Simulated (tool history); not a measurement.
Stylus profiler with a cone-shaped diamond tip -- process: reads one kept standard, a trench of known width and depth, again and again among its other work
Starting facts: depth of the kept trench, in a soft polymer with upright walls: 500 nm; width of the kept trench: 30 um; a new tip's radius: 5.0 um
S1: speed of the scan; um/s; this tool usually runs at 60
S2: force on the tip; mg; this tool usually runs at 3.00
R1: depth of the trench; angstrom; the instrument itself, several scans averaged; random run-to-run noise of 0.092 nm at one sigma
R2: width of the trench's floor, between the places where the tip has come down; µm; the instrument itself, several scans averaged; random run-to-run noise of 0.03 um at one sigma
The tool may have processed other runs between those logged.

{"run": 1, "hour": 0.0, "S1": 60, "S2": 3.0, "R1": 5092.8, "R2": 24.67}
{"run": 2, "hour": 34.7, "S1": 60, "S2": 3.0, "R1": 5093.9, "R2": 24.65}
{"run": 3, "hour": 56.8, "S1": 60, "S2": 3.0, "R1": 5094.2, "R2": 24.55}
{"run": 4, "hour": 88.4, "S1": 158, "S2": 3.0, "R1": 5095.0, "R2": 24.12}
{"run": 5, "hour": 107.3, "S1": 119, "S2": 3.0, "R1": 5094.1, "R2": 24.26}
{"run": 6, "hour": 124.5, "S1": 119, "S2": 1.12, "R1": 5048.5, "R2": 23.91}
{"run": 7, "hour": 156.8, "S1": 60, "S2": 4.07, "R1": 5115.0, "R2": 24.43}
{"run": 8, "hour": 171.5, "S1": 60, "S2": 3.0, "R1": 5095.6, "R2": 24.4}
{"run": 9, "hour": 196.5, "S1": 60, "S2": 3.0, "R1": 5095.2, "R2": 24.37}
{"run": 10, "hour": 229.2, "S1": 60, "S2": 3.0, "R1": 5093.2, "R2": 24.3}
{"run": 11, "hour": 257.9, "S1": 60, "S2": 2.4, "R1": 5080.5, "R2": 24.28}
{"run": 12, "hour": 273.2, "S1": 60, "S2": 2.4, "R1": 5083.3, "R2": 24.18}
{"run": 13, "hour": 301.1, "S1": 60, "S2": 4.23, "R1": 5119.5, "R2": 24.31}
{"run": 14, "hour": 325.4, "S1": 60, "S2": 6.82, "R1": 5167.2, "R2": 24.33}
{"run": 15, "hour": 358.0, "S1": 60, "S2": 6.82, "R1": 5162.6, "R2": 24.28}
{"run": 16, "hour": 379.2, "S1": 184, "S2": 6.82, "R1": 5164.9, "R2": 23.89}
{"run": 17, "hour": 406.9, "S1": 184, "S2": 6.82, "R1": 5164.5, "R2": 23.84}
{"run": 18, "hour": 438.4, "S1": 184, "S2": 6.82, "R1": 5163.9, "R2": 23.82}
{"run": 19, "hour": 452.8, "S1": 184, "S2": 6.82, "R1": 5163.3, "R2": 23.75}
{"hour": 454.9, "done": "height scale calibrated on a step standard"}
{"run": 20, "hour": 486.0, "S1": 82, "S2": 5.9, "R1": 5149.7, "R2": 24.03}

Run 21 is up next; what results do you expect?
{"run": 21, "hour": 502.9, "S1": 43, "S2": 4.39, "R1": "?", "R2": "?"}

R1: 5123.7 angstrom
R2: 24.09 µm
With the hidden condition absent and the run-to-run variation left alone, this run would have shown R1 5122.5 angstrom, R2 25.51 µm.
